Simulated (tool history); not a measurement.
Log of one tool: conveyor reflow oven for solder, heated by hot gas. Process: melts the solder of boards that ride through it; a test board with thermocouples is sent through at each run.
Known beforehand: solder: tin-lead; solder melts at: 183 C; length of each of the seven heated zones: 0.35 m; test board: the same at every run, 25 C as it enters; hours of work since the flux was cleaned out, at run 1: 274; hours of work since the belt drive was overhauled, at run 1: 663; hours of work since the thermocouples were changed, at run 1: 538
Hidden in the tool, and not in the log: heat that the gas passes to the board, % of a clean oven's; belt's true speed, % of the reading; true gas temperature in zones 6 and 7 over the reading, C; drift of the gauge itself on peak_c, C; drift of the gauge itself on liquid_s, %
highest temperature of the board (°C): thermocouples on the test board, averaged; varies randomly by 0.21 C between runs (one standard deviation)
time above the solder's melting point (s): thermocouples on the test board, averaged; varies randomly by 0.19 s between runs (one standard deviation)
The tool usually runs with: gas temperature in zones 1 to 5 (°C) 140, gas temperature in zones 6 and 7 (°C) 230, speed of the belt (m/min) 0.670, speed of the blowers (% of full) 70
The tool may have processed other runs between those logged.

run,hour,gas temperature in zones 1 to 5 (°C),gas temperature in zones 6 and 7 (°C),speed of the belt (m/min),speed of the blowers (% of full),hours of work since the flux was cleaned out,hours of work since the belt drive was overhauled,hours of work since the thermocouples were changed,highest temperature of the board (°C),time above the solder's melting point (s)
1,0.0,140,230,0.670,70,274,663,538,214.9,46.2
2,24.3,140,230,0.670,70,292,681,557,214.7,46.0
3,42.6,140,230,0.670,70,306,695,571,214.5,46.0
4,62.1,140,230,0.670,70,321,710,586,214.7,46.2
5,86.9,140,219,0.670,70,340,729,605,205.3,38.6
6,103.9,140,219,0.670,70,354,743,618,205.3,39.0
7,135.2,140,230,0.670,88,378,767,642,218.2,49.1
8,163.0,140,230,0.654,88,399,788,664,218.6,50.4
9,179.9,140,230,0.670,70,412,801,677,215.1,46.0
10,216.2,140,230,0.670,70,440,829,704,214.8,46.0
11,240.2,140,230,0.670,70,458,847,723,214.9,46.0
12,266.7,140,232,0.670,70,479,868,743,216.4,47.1
# hour 277.1: flux residue cleaned out of gas plates and filters
13,293.8,140,232,0.670,70,13,885,760,217.1,47.4
14,312.9,140,230,0.670,70,28,899,775,214.7,46.3
15,341.0,140,230,0.670,70,49,921,797,214.6,45.8
16,371.9,140,230,0.670,70,73,945,820,214.8,45.8
17,405.3,134,228,0.718,53,99,971,846,204.8,31.8
18,422.3,141,224,0.670,65,112,984,859,208.7,41.5
19,443.1,141,239,0.670,65,128,1000,875,221.4,50.1
20,479.2,141,239,0.552,65,155,1027,903,227.4,65.3
21,515.1,148,230,0.670,70,183,1055,930,216.1,49.3
# hour 521.9: belt drive overhauled, speed set with a stopwatch
22,545.4,141,230,0.670,51,203,18,951,209.7,41.5
23,563.3,145,228,0.670,52,217,32,965,208.9,42.8
24,587.2,145,221,0.670,62,235,50,983,206.4,40.8
25,622.1,147,230,0.670,70,262,77,1010,216.2,48.9
26,642.1,147,226,0.670,81,278,92,1025,214.5,48.8
27,677.5,150,230,0.670,79,305,120,1052,218.5,51.9
28,715.3,137,226,0.681,53,334,149,1081,205.6,36.1
29,742.2,137,226,0.681,53,355,169,1102,205.3,35.8
30,777.2,141,234,0.620,58,382,196,1129,217.7,52.0

How the hidden state differs across the entries between the runs, from the last listed run before each to the first after it:
Logged between run 12 and run 13: flux residue cleaned out of gas plates and filters (hour 277.1)
  heat that the gas passes to the board, % of a clean oven's: 99.8 -> 100
Logged between run 21 and run 22: belt drive overhauled, speed set with a stopwatch (hour 521.9)
  belt's true speed, % of the reading: 99.98 -> 100
